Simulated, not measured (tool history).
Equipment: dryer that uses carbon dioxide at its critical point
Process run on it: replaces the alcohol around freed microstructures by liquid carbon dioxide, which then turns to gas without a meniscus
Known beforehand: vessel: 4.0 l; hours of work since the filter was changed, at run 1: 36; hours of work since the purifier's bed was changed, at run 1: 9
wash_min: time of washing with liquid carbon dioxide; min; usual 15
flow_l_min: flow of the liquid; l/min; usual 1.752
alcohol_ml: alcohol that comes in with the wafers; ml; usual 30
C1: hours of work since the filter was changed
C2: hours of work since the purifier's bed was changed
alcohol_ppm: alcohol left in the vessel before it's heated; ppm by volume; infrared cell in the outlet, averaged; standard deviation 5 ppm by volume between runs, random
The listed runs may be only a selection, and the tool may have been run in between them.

{"run": 1, "hour": 0.0, "wash_min": 15, "flow_l_min": 1.752, "alcohol_ml": 30, "C1": 36, "C2": 9, "alcohol_ppm": 26}
{"run": 2, "hour": 32.3, "wash_min": 15, "flow_l_min": 1.752, "alcohol_ml": 30, "C1": 47, "C2": 20, "alcohol_ppm": 29}
{"run": 3, "hour": 70.7, "wash_min": 15, "flow_l_min": 1.752, "alcohol_ml": 30, "C1": 61, "C2": 34, "alcohol_ppm": 43}
{"run": 4, "hour": 113.6, "wash_min": 15, "flow_l_min": 1.752, "alcohol_ml": 30, "C1": 76, "C2": 49, "alcohol_ppm": 51}
{"run": 5, "hour": 164.4, "wash_min": 15, "flow_l_min": 1.752, "alcohol_ml": 30, "C1": 95, "C2": 68, "alcohol_ppm": 56}
{"run": 6, "hour": 222.3, "wash_min": 15, "flow_l_min": 1.752, "alcohol_ml": 30, "C1": 115, "C2": 88, "alcohol_ppm": 73}
{"run": 7, "hour": 286.4, "wash_min": 15, "flow_l_min": 1.752, "alcohol_ml": 30, "C1": 138, "C2": 111, "alcohol_ppm": 73}
{"run": 8, "hour": 335.7, "wash_min": 15, "flow_l_min": 1.752, "alcohol_ml": 30, "C1": 156, "C2": 129, "alcohol_ppm": 88}
{"run": 9, "hour": 398.4, "wash_min": 15, "flow_l_min": 1.752, "alcohol_ml": 30, "C1": 178, "C2": 151, "alcohol_ppm": 94}
{"run": 10, "hour": 441.1, "wash_min": 15, "flow_l_min": 1.752, "alcohol_ml": 30, "C1": 193, "C2": 166, "alcohol_ppm": 107}
{"run": 11, "hour": 472.5, "wash_min": 15, "flow_l_min": 1.752, "alcohol_ml": 30, "C1": 204, "C2": 177, "alcohol_ppm": 118}
{"run": 12, "hour": 528.5, "wash_min": 15, "flow_l_min": 1.752, "alcohol_ml": 30, "C1": 224, "C2": 197, "alcohol_ppm": 123}
{"hour": 557.4, "done": "inlet filter changed"}
{"run": 13, "hour": 584.5, "wash_min": 15, "flow_l_min": 1.752, "alcohol_ml": 30, "C1": 10, "C2": 217, "alcohol_ppm": 93}
{"run": 14, "hour": 629.4, "wash_min": 15, "flow_l_min": 1.752, "alcohol_ml": 30, "C1": 26, "C2": 233, "alcohol_ppm": 94}
{"run": 15, "hour": 670.0, "wash_min": 15, "flow_l_min": 1.752, "alcohol_ml": 30, "C1": 40, "C2": 247, "alcohol_ppm": 108}
{"run": 16, "hour": 711.9, "wash_min": 15, "flow_l_min": 2.68, "alcohol_ml": 30, "C1": 55, "C2": 262, "alcohol_ppm": 92}
{"run": 17, "hour": 743.9, "wash_min": 15, "flow_l_min": 2.68, "alcohol_ml": 30, "C1": 66, "C2": 274, "alcohol_ppm": 92}
{"run": 18, "hour": 807.7, "wash_min": 15, "flow_l_min": 2.68, "alcohol_ml": 30, "C1": 89, "C2": 296, "alcohol_ppm": 103}
{"run": 19, "hour": 842.5, "wash_min": 15, "flow_l_min": 1.58, "alcohol_ml": 30, "C1": 102, "C2": 309, "alcohol_ppm": 154}
{"run": 20, "hour": 882.4, "wash_min": 15, "flow_l_min": 1.58, "alcohol_ml": 30, "C1": 116, "C2": 323, "alcohol_ppm": 175}
{"run": 21, "hour": 947.8, "wash_min": 15, "flow_l_min": 1.58, "alcohol_ml": 30, "C1": 139, "C2": 346, "alcohol_ppm": 170}
{"run": 22, "hour": 1017.3, "wash_min": 15, "flow_l_min": 1.58, "alcohol_ml": 32, "C1": 164, "C2": 371, "alcohol_ppm": 197}
{"run": 23, "hour": 1047.7, "wash_min": 15, "flow_l_min": 1.58, "alcohol_ml": 32, "C1": 175, "C2": 382, "alcohol_ppm": 214}
{"run": 24, "hour": 1104.8, "wash_min": 10, "flow_l_min": 1.58, "alcohol_ml": 24, "C1": 195, "C2": 402, "alcohol_ppm": 422}
{"run": 25, "hour": 1140.7, "wash_min": 24, "flow_l_min": 1.58, "alcohol_ml": 23, "C1": 208, "C2": 415, "alcohol_ppm": 141}
{"run": 26, "hour": 1192.3, "wash_min": 17, "flow_l_min": 2.56, "alcohol_ml": 57, "C1": 226, "C2": 433, "alcohol_ppm": 150}
{"hour": 1216.4, "done": "inlet filter changed"}
{"run": 27, "hour": 1241.6, "wash_min": 17, "flow_l_min": 2.56, "alcohol_ml": 57, "C1": 9, "C2": 451, "alcohol_ppm": 132}
{"run": 28, "hour": 1290.1, "wash_min": 17, "flow_l_min": 1.27, "alcohol_ml": 30, "C1": 26, "C2": 468, "alcohol_ppm": 211}
{"run": 29, "hour": 1360.7, "wash_min": 19, "flow_l_min": 1.34, "alcohol_ml": 20, "C1": 51, "C2": 493, "alcohol_ppm": 178}
{"run": 30, "hour": 1396.8, "wash_min": 11, "flow_l_min": 1.752, "alcohol_ml": 30, "C1": 64, "C2": 506, "alcohol_ppm": 272}
{"run": 31, "hour": 1447.4, "wash_min": 15, "flow_l_min": 1.64, "alcohol_ml": 54, "C1": 82, "C2": 524, "alcohol_ppm": 254}
{"run": 32, "hour": 1479.8, "wash_min": 15, "flow_l_min": 1.64, "alcohol_ml": 54, "C1": 94, "C2": 535, "alcohol_ppm": 249}
{"run": 33, "hour": 1510.9, "wash_min": 15, "flow_l_min": 2.53, "alcohol_ml": 32, "C1": 105, "C2": 546, "alcohol_ppm": 173}
{"run": 34, "hour": 1579.9, "wash_min": 10, "flow_l_min": 1.26, "alcohol_ml": 21, "C1": 129, "C2": 571, "alcohol_ppm": 590}
{"run": 35, "hour": 1636.9, "wash_min": 10, "flow_l_min": 1.26, "alcohol_ml": 21, "C1": 150, "C2": 591, "alcohol_ppm": 619}
{"run": 36, "hour": 1692.1, "wash_min": 10, "flow_l_min": 1.1, "alcohol_ml": 21, "C1": 169, "C2": 611, "alcohol_ppm": 810}
{"run": 37, "hour": 1728.4, "wash_min": 13, "flow_l_min": 2.76, "alcohol_ml": 94, "C1": 182, "C2": 624, "alcohol_ppm": 216}
{"run": 38, "hour": 1789.0, "wash_min": 13, "flow_l_min": 2.76, "alcohol_ml": 94, "C1": 204, "C2": 646, "alcohol_ppm": 226}
{"run": 39, "hour": 1851.7, "wash_min": 15, "flow_l_min": 2.3, "alcohol_ml": 60, "C1": 226, "C2": 668, "alcohol_ppm": 229}
{"hour": 1875.6, "done": "inlet filter changed"}
{"run": 40, "hour": 1919.7, "wash_min": 15, "flow_l_min": 2.3, "alcohol_ml": 60, "C1": 16, "C2": 692, "alcohol_ppm": 223}
{"run": 41, "hour": 1970.6, "wash_min": 23, "flow_l_min": 1.92, "alcohol_ml": 30, "C1": 34, "C2": 710, "alcohol_ppm": 228}
{"run": 42, "hour": 2002.0, "wash_min": 10, "flow_l_min": 1.85, "alcohol_ml": 41, "C1": 45, "C2": 721, "alcohol_ppm": 403}

What if the next run were any one of these 5? Each begins from the tool's condition after run 42:
{"run": "A", "hour": 2066.3, "wash_min": 15, "flow_l_min": 1.79, "alcohol_ml": 25, "C1": 68, "C2": 744, "alcohol_ppm": "?"}
{"run": "B", "hour": 2066.3, "wash_min": 15, "flow_l_min": 2.3, "alcohol_ml": 50, "C1": 68, "C2": 744, "alcohol_ppm": "?"}
{"run": "C", "hour": 2066.3, "wash_min": 10, "flow_l_min": 1.85, "alcohol_ml": 37, "C1": 68, "C2": 744, "alcohol_ppm": "?"}
{"run": "D", "hour": 2066.3, "wash_min": 13, "flow_l_min": 1.37, "alcohol_ml": 72, "C1": 68, "C2": 744, "alcohol_ppm": "?"}
{"run": "E", "hour": 2066.3, "wash_min": 9, "flow_l_min": 1.15, "alcohol_ml": 41, "C1": 68, "C2": 744, "alcohol_ppm": "?"}

run=A alcohol_ppm=248
run=B alcohol_ppm=245
run=C alcohol_ppm=419
run=D alcohol_ppm=640
run=E alcohol_ppm=1360
Take away the tool's hidden state, keep each run's random variation, and the runs would have read:
run=A alcohol_ppm=17
run=B alcohol_ppm=16
run=C alcohol_ppm=157
run=D alcohol_ppm=335
run=E alcohol_ppm=1003

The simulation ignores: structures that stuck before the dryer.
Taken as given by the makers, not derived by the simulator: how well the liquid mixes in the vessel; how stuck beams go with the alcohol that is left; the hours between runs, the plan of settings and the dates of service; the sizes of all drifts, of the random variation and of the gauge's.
